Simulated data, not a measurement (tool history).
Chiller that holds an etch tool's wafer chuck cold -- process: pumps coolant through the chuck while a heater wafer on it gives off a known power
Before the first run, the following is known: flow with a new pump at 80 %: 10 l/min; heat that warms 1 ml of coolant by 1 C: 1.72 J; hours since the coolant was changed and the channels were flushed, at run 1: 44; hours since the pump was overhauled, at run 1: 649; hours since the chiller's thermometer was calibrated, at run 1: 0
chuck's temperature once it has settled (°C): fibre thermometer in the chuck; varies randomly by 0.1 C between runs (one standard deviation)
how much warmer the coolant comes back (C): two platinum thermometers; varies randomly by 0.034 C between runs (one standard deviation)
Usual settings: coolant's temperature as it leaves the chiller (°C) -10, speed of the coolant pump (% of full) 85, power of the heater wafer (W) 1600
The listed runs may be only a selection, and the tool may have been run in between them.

run   hour  coolant's temperature as it leaves the chiller (°C)  speed of the coolant pump (% of full)  power of the heater wafer (W)  hours since the coolant was changed and the channels were flushed  hours since the pump was overhauled  hours since the chiller's thermometer was calibrated  chuck's temperature once it has settled (°C)  how much warmer the coolant comes back (C)
  1      0                                                  -10                                     85                           1600                                                                 44                                  649                                                     0                                           1.7                                        5.27
  2   33.9                                                  -10                                     85                           1600                                                                 78                                  683                                                    34                                           1.8                                        5.25
  3   62.2                                                  -10                                     80                           1600                                                                107                                  711                                                    62                                           2.3                                        5.61
  4    102                                                   -5                                     80                           1600                                                                146                                  751                                                   102                                           7.5                                        5.56
  5  136.4                                                  -10                                     93                           1600                                                                181                                  786                                                   136                                           0.8                                        4.79
  6  178.7                                                  -10                                     85                           1600                                                                223                                  828                                                   179                                           1.9                                        5.18
  7  217.1                                                  -10                                     85                           1600                                                                262                                  866                                                   217                                           1.8                                        5.23
  8  255.7                                                  -10                                     85                           1098                                                                300                                  905                                                   256                                          -1.9                                        3.63
  9  276.9                                                  -10                                     85                           1098                                                                321                                  926                                                   277                                          -2.2                                        3.55
 10  320.4                                                  -10                                     68                           1600                                                                365                                  970                                                   320                                           4.3                                         6.6
 11  338.8                                                  -10                                     68                           1600                                                                383                                  988                                                   339                                           4.1                                        6.62
 12  358.4                                                  -10                                     68                           1600                                                                403                                 1008                                                   358                                           4.2                                        6.68
 13  387.4                                                  -10                                     68                           1600                                                                432                                 1037                                                   387                                           4.1                                        6.61
 14  412.8                                                  -10                                     68                           1439                                                                457                                 1062                                                   413                                           2.7                                           6
 15  433.4                                                  -10                                     68                           1439                                                                478                                 1083                                                   433                                           2.8                                        5.94
 16    452                                                  -10                                     85                           1600                                                                497                                 1101                                                   452                                           1.8                                        5.27
 17  470.6                                                  -10                                     85                           1600                                                                515                                 1120                                                   471                                           1.6                                        5.29

Expected results for the next run?
 18  498.6                                                  -10                                     85                           1600                                                                543                                 1148                                                   499                                             ?                                           ?

Logged for run 18: chuck's temperature once it has settled (°C) 1.9, how much warmer the coolant comes back (C) 5.25.
Take away the tool's hidden state, keep the run-to-run variation as it was, and the same run would have given chuck's temperature once it has settled (°C) 1.9, how much warmer the coolant comes back (C) 5.25.
